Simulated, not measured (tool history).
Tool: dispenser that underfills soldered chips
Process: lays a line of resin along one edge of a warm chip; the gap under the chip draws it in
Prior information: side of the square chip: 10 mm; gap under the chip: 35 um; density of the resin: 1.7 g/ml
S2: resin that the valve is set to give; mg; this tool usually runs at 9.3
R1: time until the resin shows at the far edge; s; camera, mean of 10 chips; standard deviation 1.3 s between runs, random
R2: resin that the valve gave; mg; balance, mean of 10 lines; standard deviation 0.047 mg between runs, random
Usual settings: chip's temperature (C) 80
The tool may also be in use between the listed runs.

Run 1, hour 0: usual settings. Result: R1 172.5 s, R2 8.86 mg.
At hour 3.3: new syringe of resin.
Run 2, hour 3.5: usual settings. Result: R1 125 s, R2 8.85 mg.
Run 3, hour 7.2: usual settings but S2 11.24 mg. Result: R1 134.1 s, R2 10.67 mg.
Run 4, hour 11.7: usual settings. Result: R1 157.5 s, R2 8.76 mg.
Run 5, hour 14.4: usual settings. Result: R1 165.8 s, R2 8.82 mg.
Run 6, hour 18.5: usual settings but chip's temperature (C) 73. Result: R1 251.8 s, R2 8.82 mg.
At hour 19.3: new syringe of resin.
At hour 23.4: dispensing valve cleaned and set on the balance.
Run 7, hour 24.2: usual settings but chip's temperature (C) 73. Result: R1 181.4 s, R2 9.33 mg.
Run 8, hour 29.1: usual settings but chip's temperature (C) 73. Result: R1 207.9 s, R2 9.3 mg.
Run 9, hour 32: usual settings but chip's temperature (C) 95, S2 10.09 mg. Result: R1 96.7 s, R2 10.06 mg.
At hour 36.2: new syringe of resin.
Run 10, hour 37.1: usual settings but chip's temperature (C) 81, S2 11.76 mg. Result: R1 118.7 s, R2 11.68 mg.
Run 11, hour 39.4: usual settings but chip's temperature (C) 81, S2 9.5 mg. Result: R1 131.8 s, R2 9.42 mg.
Run 12, hour 44.4: usual settings but chip's temperature (C) 88, S2 8.92 mg. Result: R1 115.9 s, R2 8.91 mg.
Run 13, hour 48: usual settings but chip's temperature (C) 66, S2 9.13 mg. Result: R1 301 s, R2 9.08 mg.

Selected run-to-run steps in R1, each split into two signed amounts: the part the tool would show with no hidden state at all (from settings, incoming material and random variation), and the remainder, which goes to the hidden state together with any gauge scatter not common to the measured and the hidden-state-free results:
Hidden state present: resin's viscosity, % of fresh resin's; dose that the valve gives, % of what is set; true chip temperature over the reading, C; drift of the gauge itself on fill_s, %; drift of the gauge itself on given_mg, %.
Run 6 -> 7: new syringe of resin, dispensing valve cleaned and set on the balance. R1 -70.4 s: hidden state -70.1, all else -0.3.
Run 12 -> 13: chip's temperature (C) 88 -> 66, S2 8.92 -> 9.13. R1 +185.1 s: hidden state +63.5, all else +121.6.

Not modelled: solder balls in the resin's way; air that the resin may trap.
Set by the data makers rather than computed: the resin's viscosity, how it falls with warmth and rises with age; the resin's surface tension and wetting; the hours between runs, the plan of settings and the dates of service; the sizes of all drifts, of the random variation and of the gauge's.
